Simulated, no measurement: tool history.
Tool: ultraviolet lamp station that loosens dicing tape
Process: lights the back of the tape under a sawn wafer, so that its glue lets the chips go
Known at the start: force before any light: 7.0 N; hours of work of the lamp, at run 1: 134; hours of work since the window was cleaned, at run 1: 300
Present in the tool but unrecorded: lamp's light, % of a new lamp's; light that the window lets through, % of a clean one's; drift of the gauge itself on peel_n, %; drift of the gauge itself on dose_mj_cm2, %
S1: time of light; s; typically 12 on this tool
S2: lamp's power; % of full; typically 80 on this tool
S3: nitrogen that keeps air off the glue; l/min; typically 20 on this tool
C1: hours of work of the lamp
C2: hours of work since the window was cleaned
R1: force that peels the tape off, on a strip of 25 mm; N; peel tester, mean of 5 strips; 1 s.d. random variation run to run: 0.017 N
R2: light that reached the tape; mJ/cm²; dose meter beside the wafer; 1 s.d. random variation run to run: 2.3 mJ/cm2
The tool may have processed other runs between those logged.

run   hour  S1  S2  S3   C1   C2     R1   R2
  1    0.0  12  80  20  134  300  1.013  192
  2   24.9  12  80  16  145  311  1.133  186
  3   41.2  12  80  16  153  319  1.105  187
  4   66.6  12  80  20  165  331  1.028  184
  5   92.7  12  80  20  177  343  1.054  185
  6  112.7  15  80  20  186  352  0.727  227
     115.7  -- window cleaned of glue's vapour
  7  145.4  12  80  20  201   14  1.147  172
  8  167.0  12  80  20  211   24  1.160  171
  9  182.5  12  80  20  218   31  1.166  170
     200.1  -- window cleaned of glue's vapour, once more
 10  201.2  12  63  20  227    1  1.319  157
 11  223.7  12  63  20  237   11  1.308  159
 12  247.5  12  63  20  248   22  1.386  155
 13  276.0  12  63  20  261   35  1.390  161
 14  304.5   7  80  20  274   48  1.987  117
 15  326.4   7  80  20  285   58  1.986  111
 16  346.0   9  80  30  294   68  1.264  149
 17  375.4  19  98  30  307   81  0.304  375
 18  406.2  14  65  30  321   95  0.970  186
 19  435.5  11  65   9  335  109  1.952  143
 20  450.9  10  65   9  342  116  2.137  129
 21  484.7  10  65   9  358  132  2.118  129
 22  500.1  12  89  16  365  139  0.930  210
 23  520.8  10  86   8  375  148  1.643  172
 24  554.2   8  65  10  390  164  2.666  100

Each row is a separate what-if for the run after 24, all from the same tool condition, not one after another. Results?
  A  578.7   8  93  28  401  175   ?   ?
  B  578.7  15  61   9  401  175   ?   ?
  C  578.7  21  76  32  401  175   ?   ?

run     R1   R2
  A  1.346  144
  B  1.537  179
  C  0.381  312
Had the tool no hidden state, the same runs would have come out as:
run     R1   R2
  A  1.109  163
  B  1.272  203
  C  0.325  354
